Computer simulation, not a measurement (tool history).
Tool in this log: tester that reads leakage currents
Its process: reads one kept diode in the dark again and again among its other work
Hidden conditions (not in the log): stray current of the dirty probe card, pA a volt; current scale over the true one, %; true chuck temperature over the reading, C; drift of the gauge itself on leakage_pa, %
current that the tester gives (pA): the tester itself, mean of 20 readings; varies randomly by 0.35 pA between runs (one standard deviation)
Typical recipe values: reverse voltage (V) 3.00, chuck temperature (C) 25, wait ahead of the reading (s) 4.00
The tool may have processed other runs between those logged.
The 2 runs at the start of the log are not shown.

| run | day | reverse voltage (V) | chuck temperature (C) | wait ahead of the reading (s) | hours of work since the probe card was cleaned | hours of work since the tester was calibrated | hours of work since the chuck was calibrated | current that the tester gives (pA) |
|---|---|---|---|---|---|---|---|---|
| 3 | 8.650 | 3.00 | 25 | 4.00 | 1764 | 2258 | 1341 | 111.37 |
| 4 | 14.292 | 3.00 | 25 | 4.00 | 1830 | 2323 | 1407 | 111.33 |
| 5 | 19.229 | 3.00 | 25 | 4.00 | 1887 | 2381 | 1464 | 111.15 |
| 6 | 22.875 | 1.15 | 25 | 4.00 | 1929 | 2423 | 1506 | 70.44 |
| 7 | 28.033 | 1.15 | 25 | 4.00 | 1989 | 2483 | 1566 | 70.07 |
| 8 | 35.488 | 1.15 | 25 | 4.00 | 2076 | 2570 | 1653 | 69.74 |
| 9 | 43.446 | 1.15 | 52 | 4.00 | 2168 | 2662 | 1745 | 733.67 |
|  | 49.650 | probe card cleaned and baked |
| 10 | 51.612 | 1.78 | 25 | 4.00 | 23 | 2755 | 1839 | 85.01 |
| 11 | 59.729 | 1.78 | 25 | 4.00 | 117 | 2850 | 1933 | 84.60 |
| 12 | 63.392 | 3.00 | 25 | 4.00 | 160 | 2892 | 1975 | 107.31 |
| 13 | 70.262 | 3.00 | 25 | 4.00 | 239 | 2972 | 2055 | 108.15 |
| 14 | 78.596 | 3.00 | 25 | 4.00 | 336 | 3069 | 2152 | 107.73 |
| 15 | 85.446 | 3.00 | 25 | 4.00 | 416 | 3148 | 2231 | 107.38 |
| 16 | 91.167 | 3.00 | 25 | 0.84 | 482 | 3215 | 2298 | 107.74 |
| 17 | 99.171 | 3.00 | 25 | 0.84 | 575 | 3308 | 2391 | 107.59 |
|  | 102.404 | chuck's temperature calibrated |
| 18 | 106.521 | 3.00 | 46 | 4.00 | 659 | 3392 | 48 | 751.76 |
| 19 | 113.842 | 3.00 | 42 | 9.31 | 744 | 3477 | 133 | 534.73 |
| 20 | 119.767 | 1.30 | 25 | 9.30 | 813 | 3546 | 202 | 78.27 |
| 21 | 124.742 | 3.00 | 29 | 1.33 | 871 | 3604 | 259 | 169.63 |

Run 22 is up next; what results do you expect?
| 22 | 131.446 | 1.79 | 29 | 4.00 | 949 | 3681 | 337 | ? |

current that the tester gives (pA): 132.76
On a tool with no hidden condition, and with the same random variation, this run would have come out at current that the tester gives (pA) 132.19.
